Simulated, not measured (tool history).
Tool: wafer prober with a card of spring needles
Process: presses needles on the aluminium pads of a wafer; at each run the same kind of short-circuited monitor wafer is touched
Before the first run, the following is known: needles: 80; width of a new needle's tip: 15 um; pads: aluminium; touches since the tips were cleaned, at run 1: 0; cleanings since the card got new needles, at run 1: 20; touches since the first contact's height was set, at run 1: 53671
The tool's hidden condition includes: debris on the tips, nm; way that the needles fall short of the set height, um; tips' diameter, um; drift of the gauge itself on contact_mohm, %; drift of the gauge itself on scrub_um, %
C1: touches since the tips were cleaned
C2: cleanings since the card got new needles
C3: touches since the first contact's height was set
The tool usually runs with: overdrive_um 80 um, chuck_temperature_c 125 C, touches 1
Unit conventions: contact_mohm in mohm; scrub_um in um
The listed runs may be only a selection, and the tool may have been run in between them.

Run 1, hour 0: usual settings; C1 0; C2 20; C3 53671. Result: contact_mohm 223 mohm, scrub_um 21.91 um.
At hour 4.9: tips cleaned on abrasive film.
At hour 8.8: tips cleaned on abrasive film.
At hour 13.6: tips cleaned on abrasive film.
At hour 17.6: tips cleaned on abrasive film.
At hour 22.4: tips cleaned on abrasive film.
At hour 26.3: tips cleaned on abrasive film.
At hour 31.2: tips cleaned on abrasive film.
At hour 35.1: tips cleaned on abrasive film.
Run 2, hour 37.7: usual settings but chuck_temperature_c 72 C; C1 1548; C2 28; C3 75561. Result: contact_mohm 261 mohm, scrub_um 21.38 um.
At hour 39.7: tips cleaned on abrasive film.
At hour 44.6: tips cleaned on abrasive film.
At hour 49.5: tips cleaned on abrasive film.
At hour 54.3: tips cleaned on abrasive film.
At hour 59.2: tips cleaned on abrasive film.
At hour 63.1: tips cleaned on abrasive film.
Run 3, hour 63.5: usual settings but touches 3; C1 220; C2 34; C3 90472. Result: contact_mohm 225 mohm, scrub_um 21.41 um.
At hour 67.4: tips cleaned on abrasive film.
At hour 72.3: tips cleaned on abrasive film.
At hour 77.1: tips cleaned on abrasive film.
At hour 82: tips cleaned on abrasive film.
At hour 86.9: tips cleaned on abrasive film.
At hour 91.7: tips cleaned on abrasive film.
At hour 96.6: tips cleaned on abrasive film.
Run 4, hour 96.9: usual settings but touches 3; C1 168; C2 41; C3 109850. Result: contact_mohm 223 mohm, scrub_um 21.21 um.
At hour 100.8: tips cleaned on abrasive film.
At hour 104.7: tips cleaned on abrasive film.
At hour 109.6: tips cleaned on abrasive film.
At hour 113.5: tips cleaned on abrasive film.
At hour 114.7: height of the first contact set anew.
At hour 118.7: tips cleaned on abrasive film.
Run 5, hour 119.6: usual settings but chuck_temperature_c 79 C; C1 550; C2 46; C3 2810. Result: contact_mohm 239 mohm, scrub_um 20.61 um.
At hour 123.5: tips cleaned on abrasive film.
At hour 128.4: tips cleaned on abrasive film.
At hour 133.2: tips cleaned on abrasive film.
At hour 138.1: tips cleaned on abrasive film.
At hour 142: tips cleaned on abrasive film.
At hour 146.9: tips cleaned on abrasive film.
At hour 151.7: tips cleaned on abrasive film.
At hour 156.6: tips cleaned on abrasive film.
At hour 161.3: tips cleaned on abrasive film.
Run 6, hour 161.3: usual settings but overdrive_um 69 um, chuck_temperature_c 79 C; C1 0; C2 55; C3 26990. Result: contact_mohm 219 mohm, scrub_um 17.21 um.
At hour 166.1: tips cleaned on abrasive film.
At hour 171: tips cleaned on abrasive film.
At hour 175.9: tips cleaned on abrasive film.
At hour 180.7: tips cleaned on abrasive film.
At hour 185.6: tips cleaned on abrasive film.
Run 7, hour 189.3: usual settings but overdrive_um 69 um, chuck_temperature_c 79 C; C1 2181; C2 60; C3 43297. Result: contact_mohm 311 mohm, scrub_um 17.21 um.
At hour 190.3: tips cleaned on abrasive film.
At hour 195.2: tips cleaned on abrasive film.
At hour 200.1: tips cleaned on abrasive film.
At hour 204.9: tips cleaned on abrasive film.
At hour 209.8: tips cleaned on abrasive film.
At hour 214.7: tips cleaned on abrasive film.
At hour 218.6: tips cleaned on abrasive film.
At hour 223.5: tips cleaned on abrasive film.
At hour 228.3: tips cleaned on abrasive film.
Run 8, hour 230.2: usual settings but overdrive_um 73 um; C1 1091; C2 69; C3 66990. Result: contact_mohm 282 mohm, scrub_um 18.02 um.
At hour 233.1: tips cleaned on abrasive film.
At hour 238: tips cleaned on abrasive film.
At hour 242.9: tips cleaned on abrasive film.
At hour 247.7: tips cleaned on abrasive film.
At hour 251.6: tips cleaned on abrasive film.
Run 9, hour 252.4: usual settings but overdrive_um 73 um; C1 483; C2 74; C3 79905. Result: contact_mohm 264 mohm, scrub_um 17.85 um.
At hour 256.4: tips cleaned on abrasive film.
At hour 261.2: tips cleaned on abrasive film.
At hour 266.1: tips cleaned on abrasive film.
At hour 270: tips cleaned on abrasive film.
At hour 274.9: tips cleaned on abrasive film.
At hour 279.7: tips cleaned on abrasive film.
At hour 282.9: height of the first contact set anew, once more.
At hour 284.9: tips cleaned on abrasive film.
At hour 289.8: tips cleaned on abrasive film.
Run 10, hour 291.6: usual settings; C1 1109; C2 82; C3 5064. Result: contact_mohm 262 mohm, scrub_um 22.31 um.
At hour 294.6: tips cleaned on abrasive film.
At hour 299.5: tips cleaned on abrasive film.
At hour 304.3: tips cleaned on abrasive film.
At hour 309.2: tips cleaned on abrasive film.
At hour 314.1: tips cleaned on abrasive film.
At hour 318: tips cleaned on abrasive film.
At hour 322.9: tips cleaned on abrasive film.
At hour 327.7: tips cleaned on abrasive film.
Run 11, hour 329: usual settings but touches 2; C1 747; C2 90; C3 26718. Result: contact_mohm 236 mohm, scrub_um 22.03 um.
At hour 331.9: tips cleaned on abrasive film.
At hour 336.8: tips cleaned on abrasive film.
At hour 341.7: tips cleaned on abrasive film.
At hour 345.6: tips cleaned on abrasive film.
At hour 350.5: tips cleaned on abrasive film.
At hour 355.3: tips cleaned on abrasive film.
At hour 360.2: tips cleaned on abrasive film.
At hour 364.3: tips cleaned on abrasive film.
Run 12, hour 364.3: usual settings but overdrive_um 67 um, chuck_temperature_c 93 C, touches 3; C1 0; C2 98; C3 47177. Result: contact_mohm 220 mohm, scrub_um 18.08 um.
At hour 369.2: tips cleaned on abrasive film.
At hour 374: tips cleaned on abrasive film.
At hour 378.9: tips cleaned on abrasive film.
At hour 383.8: tips cleaned on abrasive film.
At hour 388.6: tips cleaned on abrasive film.
At hour 392.5: tips cleaned on abrasive film.
At hour 397.4: tips cleaned on abrasive film.
At hour 402.3: tips cleaned on abrasive film.
Run 13, hour 402.4: usual settings but overdrive_um 67 um, chuck_temperature_c 93 C, touches 3; C1 51; C2 106; C3 69265. Result: contact_mohm 214 mohm, scrub_um 17.96 um.
At hour 406.3: tips cleaned on abrasive film.
At hour 411.2: tips cleaned on abrasive film.
At hour 416: tips cleaned on abrasive film.
At hour 420.9: tips cleaned on abrasive film.
At hour 425.8: tips cleaned on abrasive film.
Run 14, hour 429.3: usual settings but overdrive_um 88 um, chuck_temperature_c 93 C, touches 3; C1 2114; C2 111; C3 84949. Result: contact_mohm 235 mohm, scrub_um 23.79 um.
At hour 430.4: tips cleaned on abrasive film.
At hour 435.2: tips cleaned on abrasive film.
At hour 440.1: tips cleaned on abrasive film.
At hour 445: tips cleaned on abrasive film.
At hour 449.8: tips cleaned on abrasive film.
At hour 454.7: tips cleaned on abrasive film.
At hour 459.6: tips cleaned on abrasive film.
At hour 464.4: tips cleaned on abrasive film.
Run 15, hour 465.7: usual settings but overdrive_um 88 um, chuck_temperature_c 93 C, touches 3; C1 724; C2 119; C3 106016. Result: contact_mohm 224 mohm, scrub_um 23.49 um.
At hour 468.6: tips cleaned on abrasive film.
At hour 472.5: tips cleaned on abrasive film.
At hour 477.4: tips cleaned on abrasive film.
At hour 481.3: tips cleaned on abrasive film.
At hour 486.2: tips cleaned on abrasive film.
At hour 489.7: height of the first contact set anew.
Run 16, hour 489.7: usual settings but overdrive_um 88 um, chuck_temperature_c 93 C; C1 1924; C2 124; C3 0. Result: contact_mohm 268 mohm, scrub_um 24.26 um.
At hour 490.8: tips cleaned on abrasive film.
At hour 494.7: tips cleaned on abrasive film.
At hour 499.6: tips cleaned on abrasive film.
At hour 504.4: tips cleaned on abrasive film.
At hour 508.3: tips cleaned on abrasive film.
At hour 513.2: tips cleaned on abrasive film.
At hour 518.1: tips cleaned on abrasive film.
Run 17, hour 520.2: usual settings but overdrive_um 96 um, chuck_temperature_c 76 C; C1 1267; C2 131; C3 17652. Result: contact_mohm 245 mohm, scrub_um 26.56 um.
At hour 522.2: tips cleaned on abrasive film.
At hour 526.1: tips cleaned on abrasive film.
At hour 531: tips cleaned on abrasive film.
At hour 535.9: tips cleaned on abrasive film.
At hour 540.7: tips cleaned on abrasive film.
At hour 545.6: tips cleaned on abrasive film.
At hour 549.8: tips cleaned on abrasive film.
Run 18, hour 549.8: usual settings but overdrive_um 78 um, chuck_temperature_c 33 C, touches 2; C1 0; C2 138; C3 34758. Result: contact_mohm 205 mohm, scrub_um 21.46 um.
At hour 553.7: tips cleaned on abrasive film.
At hour 558.5: tips cleaned on abrasive film.
At hour 563.4: tips cleaned on abrasive film.
At hour 567.3: tips cleaned on abrasive film.
At hour 572.1: tips cleaned on abrasive film.
Run 19, hour 572.1: usual settings but overdrive_um 78 um, chuck_temperature_c 33 C, touches 2; C1 0; C2 143; C3 47708. Result: contact_mohm 205 mohm, scrub_um 21.08 um.
At hour 577: tips cleaned on abrasive film.
At hour 580.9: tips cleaned on abrasive film.
At hour 585.8: tips cleaned on abrasive film.
At hour 589.7: tips cleaned on abrasive film.
Run 20, hour 589.7: usual settings but overdrive_um 78 um, chuck_temperature_c 108 C; C1 0; C2 147; C3 57906. Result: contact_mohm 223 mohm, scrub_um 20.95 um.
At hour 593.6: tips cleaned on abrasive film.
At hour 598.5: tips cleaned on abrasive film.
At hour 603.4: tips cleaned on abrasive film.
At hour 607.3: tips cleaned on abrasive film.
At hour 612.2: tips cleaned on abrasive film.
At hour 616.1: tips cleaned on abrasive film.
At hour 620.9: tips cleaned on abrasive film.
Run 21, hour 623: usual settings but overdrive_um 78 um, chuck_temperature_c 67 C; C1 1197; C2 154; C3 77190. Result: contact_mohm 276 mohm, scrub_um 20.92 um.

Branching from run 21: 3 alternative next runs. What would each branch give?
At hour 624.9: tips cleaned on abrasive film.
At hour 629.8: tips cleaned on abrasive film.
At hour 634.7: tips cleaned on abrasive film.
At hour 639.5: tips cleaned on abrasive film.
At hour 643.5: tips cleaned on abrasive film.
Run A, hour 645.9: usual settings but overdrive_um 88 um; C1 1434; C2 159; C3 90484. Result: contact_mohm ?, scrub_um ?.
At hour 624.9: tips cleaned on abrasive film.
At hour 629.8: tips cleaned on abrasive film.
At hour 634.7: tips cleaned on abrasive film.
At hour 639.5: tips cleaned on abrasive film.
At hour 643.5: tips cleaned on abrasive film.
Run B, hour 645.9: usual settings but overdrive_um 95 um, chuck_temperature_c 104 C; C1 1434; C2 159; C3 90484. Result: contact_mohm ?, scrub_um ?.
At hour 624.9: tips cleaned on abrasive film.
At hour 629.8: tips cleaned on abrasive film.
At hour 634.7: tips cleaned on abrasive film.
At hour 639.5: tips cleaned on abrasive film.
At hour 643.5: tips cleaned on abrasive film.
Run C, hour 645.9: usual settings but overdrive_um 66 um; C1 1434; C2 159; C3 90484. Result: contact_mohm ?, scrub_um ?.

run  contact_mohm  scrub_um
  A           283     23.76
  B           266     25.58
  C           334     17.42
Without the tool's hidden state the same runs would have given:
run  contact_mohm  scrub_um
  A           216     24.63
  B           207     26.45
  C           220     18.29
